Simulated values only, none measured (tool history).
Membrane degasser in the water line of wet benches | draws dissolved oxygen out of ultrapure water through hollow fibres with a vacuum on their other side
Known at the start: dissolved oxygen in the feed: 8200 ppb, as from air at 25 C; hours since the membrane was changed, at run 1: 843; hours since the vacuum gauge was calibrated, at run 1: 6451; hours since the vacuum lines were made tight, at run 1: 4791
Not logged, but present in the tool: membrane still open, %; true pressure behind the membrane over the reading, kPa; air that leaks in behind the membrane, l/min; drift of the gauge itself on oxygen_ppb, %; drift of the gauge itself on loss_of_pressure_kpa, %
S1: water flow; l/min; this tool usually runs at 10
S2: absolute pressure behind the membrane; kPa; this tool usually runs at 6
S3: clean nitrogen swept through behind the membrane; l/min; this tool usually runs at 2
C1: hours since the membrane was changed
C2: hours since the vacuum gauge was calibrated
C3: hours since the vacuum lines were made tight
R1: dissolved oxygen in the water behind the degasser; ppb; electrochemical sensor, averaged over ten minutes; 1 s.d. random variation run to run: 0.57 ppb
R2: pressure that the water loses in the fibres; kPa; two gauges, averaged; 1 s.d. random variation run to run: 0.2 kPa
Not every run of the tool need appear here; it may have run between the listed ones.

run 1 hour=0 | S1=10 S2=6 S3=2 | C1=843 C2=6451 C3=4791 | R1=55.7 R2=46.45
run 2 hour=82.4 | S1=10 S2=6 S3=2 | C1=925 C2=6533 C3=4873 | R1=55.9 R2=46.44
run 3 hour=176.8 | S1=10 S2=6 S3=2 | C1=1019 C2=6627 C3=4968 | R1=56.8 R2=46.37
run 4 hour=231.9 | S1=11 S2=6 S3=2 | C1=1075 C2=6683 C3=5023 | R1=69 R2=51.05
run 5 hour=314.5 | S1=11 S2=6 S3=2 | C1=1157 C2=6765 C3=5105 | R1=68.2 R2=50.81
run 6 hour=363.7 | S1=11 S2=6 S3=2 | C1=1206 C2=6814 C3=5154 | R1=68 R2=51.17
run 7 hour=404.3 | S1=11 S2=6 S3=2 | C1=1247 C2=6855 C3=5195 | R1=69.5 R2=50.73
run 8 hour=458.7 | S1=11 S2=6 S3=2 | C1=1301 C2=6909 C3=5249 | R1=68.7 R2=51.47
-- hour=468.9 seals of the vacuum lines changed
run 9 hour=548.6 | S1=11 S2=6 S3=2 | C1=1389 C2=6997 C3=80 | R1=68.5 R2=51.26
run 10 hour=609.7 | S1=8 S2=7.63 S3=2.63 | C1=1450 C2=7058 C3=141 | R1=42.2 R2=37.59
run 11 hour=648.1 | S1=6 S2=4.92 S3=3.46 | C1=1489 C2=7097 C3=179 | R1=10.6 R2=27.58

Describe how what the log doesn't record of the tool's condition differs between the last listed run preceding each entry between runs and the first listed run following it.
From run 8 to run 9: seals of the vacuum lines changed (hour 468.9)
  membrane still open, %: 98.8 -> 98.7; true pressure behind the membrane over the reading, kPa: 0.45 -> 0.46; air that leaks in behind the membrane, l/min: 0.0106 -> 0.0014
  measured value less the no-hidden-state value, R1: +8.5 -> +7.8 ppb; R2: +0.64 -> +0.68 kPa

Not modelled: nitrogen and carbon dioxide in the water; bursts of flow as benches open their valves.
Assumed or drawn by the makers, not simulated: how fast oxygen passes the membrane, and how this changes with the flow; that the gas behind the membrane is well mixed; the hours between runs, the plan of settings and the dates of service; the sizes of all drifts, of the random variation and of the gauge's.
